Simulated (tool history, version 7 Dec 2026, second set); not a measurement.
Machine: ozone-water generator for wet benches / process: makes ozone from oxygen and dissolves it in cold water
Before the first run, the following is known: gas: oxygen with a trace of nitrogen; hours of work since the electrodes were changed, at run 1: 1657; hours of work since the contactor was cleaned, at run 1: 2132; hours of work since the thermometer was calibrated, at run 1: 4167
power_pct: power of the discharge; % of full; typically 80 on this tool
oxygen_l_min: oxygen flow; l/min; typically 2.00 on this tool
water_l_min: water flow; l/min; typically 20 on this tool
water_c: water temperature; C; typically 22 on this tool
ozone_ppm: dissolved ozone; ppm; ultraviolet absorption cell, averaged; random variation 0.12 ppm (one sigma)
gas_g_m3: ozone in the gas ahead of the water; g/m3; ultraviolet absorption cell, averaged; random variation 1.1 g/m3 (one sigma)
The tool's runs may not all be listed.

run,hour,power_pct,oxygen_l_min,water_l_min,water_c,hours of work since the electrodes were changed,hours of work since the contactor was cleaned,hours of work since the thermometer was calibrated,ozone_ppm,gas_g_m3
1,0.0,80,2.00,20,22,1657,2132,4167,10.8,178.9
2,37.4,80,2.00,20,22,1688,2163,4198,10.8,178.5
3,79.8,80,2.00,16,22,1723,2198,4233,13.5,177.8
4,128.6,80,2.00,16,22,1764,2239,4274,13.4,177.6
5,159.6,85,2.00,20,22,1789,2264,4300,11.5,186.2
6,183.4,85,2.00,20,22,1809,2284,4320,11.1,187.4
7,229.7,85,2.00,20,22,1848,2323,4358,11.1,185.2
8,259.6,85,2.00,20,22,1873,2348,4383,11.4,186.5
# hour 268.4: contactor cleaned
9,293.9,56,2.00,20,22,1898,21,4408,8.2,132.4
10,327.4,56,2.00,14,22,1926,49,4436,11.1,131.7
11,350.5,56,2.00,14,22,1945,68,4455,11.1,132.0
12,391.7,54,2.27,20,22,1979,103,4490,8.0,118.2
13,438.8,54,2.27,20,22,2018,142,4529,8.0,120.0
14,462.8,58,2.27,20,17,2038,162,4549,8.8,125.9
15,511.7,61,1.60,20,29,2079,202,4589,7.9,160.1
16,536.0,52,1.05,15,29,2099,223,4610,8.3,180.6
# hour 551.3: contactor cleaned, once more
17,566.0,63,2.43,16,17,2121,12,4631,11.9,129.4

Branching from run 17: 4 alternative next runs. What would each branch give?
A,614.3,80,2.00,20,20,2161,52,4672,?,?
B,614.3,80,1.53,20,22,2161,52,4672,?,?
C,614.3,63,2.67,23,25,2161,52,4672,?,?
D,614.3,96,1.51,25,22,2161,52,4672,?,?

run,ozone_ppm,gas_g_m3
A,11.3,174.9
B,10.3,205.9
C,8.1,123.2
D,9.4,239.4
Had the tool no hidden state, the same runs would have come out as:
run,ozone_ppm,gas_g_m3
A,12.4,191.5
B,11.3,225.5
C,8.8,132.7
D,10.4,265.5
